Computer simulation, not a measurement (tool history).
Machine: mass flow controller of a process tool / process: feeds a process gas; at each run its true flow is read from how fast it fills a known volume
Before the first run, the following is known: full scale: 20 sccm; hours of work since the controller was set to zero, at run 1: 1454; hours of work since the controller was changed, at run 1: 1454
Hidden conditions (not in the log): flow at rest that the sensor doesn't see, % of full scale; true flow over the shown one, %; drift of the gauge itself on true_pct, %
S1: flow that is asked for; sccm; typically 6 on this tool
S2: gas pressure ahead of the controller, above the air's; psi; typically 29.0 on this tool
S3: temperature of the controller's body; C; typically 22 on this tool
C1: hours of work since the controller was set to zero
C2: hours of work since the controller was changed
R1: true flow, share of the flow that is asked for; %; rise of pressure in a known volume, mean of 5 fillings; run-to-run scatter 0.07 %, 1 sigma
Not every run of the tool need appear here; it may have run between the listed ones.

run 1 hour=0.0 | S1=6 S2=29.0 S3=22 | C1=1454 C2=1454 | R1=97.77
run 2 hour=79.6 | S1=6 S2=37.4 S3=22 | C1=1490 C2=1490 | R1=98.01
run 3 hour=152.4 | S1=6 S2=36.4 S3=22 | C1=1522 C2=1522 | R1=98.01
run 4 hour=192.1 | S1=6 S2=29.0 S3=22 | C1=1540 C2=1540 | R1=97.77
run 5 hour=232.2 | S1=6 S2=29.0 S3=22 | C1=1558 C2=1558 | R1=97.85
run 6 hour=297.4 | S1=6 S2=29.0 S3=22 | C1=1587 C2=1587 | R1=97.92
run 7 hour=337.1 | S1=6 S2=29.0 S3=22 | C1=1605 C2=1605 | R1=98.06
run 8 hour=388.9 | S1=6 S2=29.0 S3=35 | C1=1628 C2=1628 | R1=98.30
run 9 hour=459.1 | S1=6 S2=28.3 S3=22 | C1=1659 C2=1659 | R1=97.85
run 10 hour=530.8 | S1=6 S2=27.7 S3=22 | C1=1691 C2=1691 | R1=97.81
run 11 hour=593.1 | S1=6 S2=29.0 S3=22 | C1=1719 C2=1719 | R1=97.77
run 12 hour=639.4 | S1=6 S2=29.0 S3=22 | C1=1740 C2=1740 | R1=97.76
run 13 hour=695.0 | S1=6 S2=29.0 S3=22 | C1=1764 C2=1764 | R1=97.74
-- hour=701.9 controller's zero set anew
run 14 hour=734.5 | S1=13 S2=29.0 S3=22 | C1=15 C2=1782 | R1=98.55
run 15 hour=801.2 | S1=5 S2=20.3 S3=33 | C1=44 C2=1812 | R1=98.09
run 16 hour=882.0 | S1=9 S2=25.2 S3=26 | C1=80 C2=1848 | R1=98.30
run 17 hour=930.9 | S1=3 S2=23.1 S3=22 | C1=102 C2=1869 | R1=97.89

Estimate the outcome of run 18 from the log above:
run 18 hour=991.4 | S1=6 S2=35.1 S3=23 | C1=129 C2=1896 | R1=?

R1: 98.18 %
The same run, on a tool lacking any hidden state, would have yielded R1 98.42 %.
